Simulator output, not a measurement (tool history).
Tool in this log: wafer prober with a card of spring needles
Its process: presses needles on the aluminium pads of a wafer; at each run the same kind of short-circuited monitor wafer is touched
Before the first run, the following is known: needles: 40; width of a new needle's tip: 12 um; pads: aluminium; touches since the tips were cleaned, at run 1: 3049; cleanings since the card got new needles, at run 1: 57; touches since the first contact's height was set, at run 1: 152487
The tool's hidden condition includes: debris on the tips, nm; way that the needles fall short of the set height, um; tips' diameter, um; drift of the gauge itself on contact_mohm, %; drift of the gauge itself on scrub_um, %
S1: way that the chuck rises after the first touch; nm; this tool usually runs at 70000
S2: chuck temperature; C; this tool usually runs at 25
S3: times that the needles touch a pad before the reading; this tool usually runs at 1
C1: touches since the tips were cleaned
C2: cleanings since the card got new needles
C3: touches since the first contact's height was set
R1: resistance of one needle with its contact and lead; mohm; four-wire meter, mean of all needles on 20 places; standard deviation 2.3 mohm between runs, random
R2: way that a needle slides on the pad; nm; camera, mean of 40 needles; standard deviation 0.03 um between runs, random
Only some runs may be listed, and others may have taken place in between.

| run | hour | S1 | S2 | S3 | C1 | C2 | C3 | R1 | R2 |
|---|---|---|---|---|---|---|---|---|---|
| 1 | 0.0 | 70000 | 25 | 1 | 3049 | 57 | 152487 | 415 | 10570 |
|  | 6.7 | tips cleaned on abrasive film |
|  | 23.2 | tips cleaned on abrasive film |
|  | 39.7 | tips cleaned on abrasive film |
|  | 56.2 | tips cleaned on abrasive film |
|  | 72.1 | tips cleaned on abrasive film |
| 2 | 72.1 | 70000 | 25 | 1 | 0 | 62 | 181630 | 288 | 10590 |
|  | 88.6 | tips cleaned on abrasive film |
|  | 105.1 | tips cleaned on abrasive film |
|  | 121.6 | tips cleaned on abrasive film |
|  | 138.1 | tips cleaned on abrasive film |
| 3 | 138.5 | 70000 | 77 | 1 | 164 | 66 | 208479 | 312 | 10420 |
|  | 151.7 | tips cleaned on abrasive film |
|  | 168.2 | tips cleaned on abrasive film |
|  | 168.5 | height of the first contact set anew |
|  | 185.0 | tips cleaned on abrasive film |
|  | 201.5 | tips cleaned on abrasive film |
|  | 218.0 | tips cleaned on abrasive film |
| 4 | 222.3 | 70000 | 25 | 1 | 1728 | 71 | 21742 | 387 | 10860 |
|  | 232.2 | tips cleaned on abrasive film, once more |
|  | 248.7 | tips cleaned on abrasive film |
|  | 265.2 | tips cleaned on abrasive film |
|  | 281.7 | tips cleaned on abrasive film |
| 5 | 285.2 | 70000 | 25 | 1 | 1418 | 75 | 47178 | 375 | 10850 |
|  | 295.1 | tips cleaned on abrasive film |
|  | 311.6 | tips cleaned on abrasive film |
|  | 328.1 | tips cleaned on abrasive film |
|  | 344.6 | tips cleaned on abrasive film |
| 6 | 346.3 | 70000 | 25 | 1 | 702 | 79 | 71894 | 332 | 10760 |
|  | 359.5 | tips cleaned on abrasive film |
|  | 376.0 | tips cleaned on abrasive film |
|  | 392.5 | tips cleaned on abrasive film |
|  | 409.0 | tips cleaned on abrasive film |
|  | 425.5 | tips cleaned on abrasive film |
|  | 442.0 | tips cleaned on abrasive film |
| 7 | 442.2 | 70000 | 25 | 1 | 82 | 85 | 110670 | 298 | 10720 |
|  | 455.4 | tips cleaned on abrasive film |
|  | 468.7 | tips cleaned on abrasive film |
|  | 485.2 | tips cleaned on abrasive film |
| 8 | 494.2 | 70000 | 25 | 1 | 3696 | 88 | 131713 | 451 | 10650 |
|  | 500.9 | tips cleaned on abrasive film |
|  | 514.1 | tips cleaned on abrasive film |
|  | 530.6 | tips cleaned on abrasive film |
|  | 547.1 | tips cleaned on abrasive film |
| 9 | 550.2 | 70000 | 25 | 1 | 1276 | 92 | 154337 | 380 | 10650 |
|  | 563.5 | tips cleaned on abrasive film |
|  | 580.0 | tips cleaned on abrasive film |
|  | 596.5 | tips cleaned on abrasive film |
|  | 613.0 | tips cleaned on abrasive film |
| 10 | 619.8 | 70000 | 46 | 2 | 2784 | 96 | 182471 | 373 | 10540 |
|  | 626.5 | tips cleaned on abrasive film |
|  | 643.0 | tips cleaned on abrasive film |
|  | 659.5 | tips cleaned on abrasive film |
|  | 676.0 | tips cleaned on abrasive film |
|  | 692.4 | tips cleaned on abrasive film |
| 11 | 693.2 | 50000 | 25 | 2 | 316 | 101 | 212146 | 326 | 7390 |
|  | 706.4 | tips cleaned on abrasive film |
|  | 716.6 | height of the first contact set anew |
|  | 723.2 | tips cleaned on abrasive film |
| 12 | 734.0 | 54000 | 25 | 1 | 4368 | 103 | 7038 | 580 | 8380 |
|  | 737.3 | tips cleaned on abrasive film |
|  | 753.8 | tips cleaned on abrasive film |
|  | 770.3 | tips cleaned on abrasive film |
| 13 | 776.1 | 86000 | 49 | 2 | 2347 | 106 | 24063 | 335 | 13310 |
|  | 786.0 | tips cleaned on abrasive film |
|  | 802.5 | tips cleaned on abrasive film |
|  | 819.0 | tips cleaned on abrasive film |
|  | 832.3 | tips cleaned on abrasive film |
| 14 | 832.7 | 70000 | 25 | 2 | 186 | 110 | 46932 | 289 | 10810 |
|  | 845.9 | tips cleaned on abrasive film |
|  | 859.2 | tips cleaned on abrasive film |
|  | 875.7 | tips cleaned on abrasive film |
|  | 892.2 | tips cleaned on abrasive film |
|  | 905.4 | tips cleaned on abrasive film |
| 15 | 906.4 | 70000 | 25 | 2 | 422 | 115 | 76714 | 300 | 10740 |
|  | 919.6 | tips cleaned on abrasive film |
|  | 936.1 | tips cleaned on abrasive film |
|  | 949.3 | tips cleaned on abrasive film |
|  | 965.8 | tips cleaned on abrasive film |
|  | 982.3 | tips cleaned on abrasive film |
|  | 995.5 | tips cleaned on abrasive film |
| 16 | 1004.0 | 56000 | 60 | 1 | 3439 | 121 | 116178 | 534 | 8500 |
|  | 1010.7 | tips cleaned on abrasive film |
|  | 1027.2 | tips cleaned on abrasive film |
|  | 1043.6 | tips cleaned on abrasive film |
| 17 | 1055.5 | 80000 | 25 | 2 | 4812 | 124 | 137001 | 372 | 12220 |
|  | 1058.8 | tips cleaned on abrasive film |
|  | 1075.3 | tips cleaned on abrasive film |
|  | 1091.8 | tips cleaned on abrasive film |
|  | 1108.3 | tips cleaned on abrasive film |
|  | 1124.8 | tips cleaned on abrasive film |
|  | 1139.9 | tips cleaned on abrasive film |
| 18 | 1139.9 | 80000 | 25 | 2 | 0 | 130 | 171129 | 279 | 12110 |

Pick out some run-to-run changes in R1. Of each, how much would a tool without hidden state show as well, from the settings, what came in and chance, and how much is left for the hidden state and any gauge scatter not in both results compared?
Run 11 -> 12: S1 50000 -> 54000, S3 2 -> 1, tips cleaned on abrasive film, height of the first contact set anew, tips cleaned on abrasive film. R1 +254 mohm: hidden state +251, all else +3.
